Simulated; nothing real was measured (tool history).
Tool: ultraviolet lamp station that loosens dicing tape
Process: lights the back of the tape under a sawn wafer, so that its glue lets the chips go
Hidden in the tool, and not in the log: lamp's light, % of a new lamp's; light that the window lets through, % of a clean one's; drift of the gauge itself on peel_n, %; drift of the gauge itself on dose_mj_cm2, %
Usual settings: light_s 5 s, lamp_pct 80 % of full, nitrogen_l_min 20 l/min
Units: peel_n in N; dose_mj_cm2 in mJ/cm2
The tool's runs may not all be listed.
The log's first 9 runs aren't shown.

run,hour,light_s,lamp_pct,nitrogen_l_min,hours of work of the lamp,hours of work since the window was cleaned,peel_n,dose_mj_cm2
10,140.7,6,80,20,81,223,0.971,554
11,150.2,6,80,20,85,227,0.998,557
12,168.7,4,80,20,93,234,2.141,369
13,178.5,5,80,38,97,238,0.865,466
14,191.6,6,80,38,102,244,0.580,550
15,209.3,5,80,24,110,251,1.281,460
16,219.6,5,80,24,114,255,1.286,452
17,234.8,5,78,31,120,261,1.132,439
18,243.4,5,80,6,124,265,3.497,452
19,253.6,5,80,6,128,269,3.485,438
20,269.1,5,80,6,134,276,3.335,440
21,284.4,5,80,6,140,282,3.551,440
22,304.0,7,68,18,148,290,1.246,533
23,321.8,10,68,21,156,297,0.451,739
24,334.8,8,86,6,161,303,1.577,750
25,347.5,5,96,8,166,308,2.455,524
# hour 357.9: window cleaned of glue's vapour
26,358.9,5,96,8,171,0,2.099,557
27,368.0,2,86,12,174,4,5.730,199
28,376.9,3,61,12,178,8,5.390,210
29,394.1,5,80,9,185,15,2.635,463

Run 30 comes next. What will it give?
30,412.7,5,80,9,193,22,?,?

peel_n: 2.630 N
dose_mj_cm2: 461 mJ/cm2
Without the tool's hidden state the same run would have given peel_n 2.175 N, dose_mj_cm2 522 mJ/cm2.

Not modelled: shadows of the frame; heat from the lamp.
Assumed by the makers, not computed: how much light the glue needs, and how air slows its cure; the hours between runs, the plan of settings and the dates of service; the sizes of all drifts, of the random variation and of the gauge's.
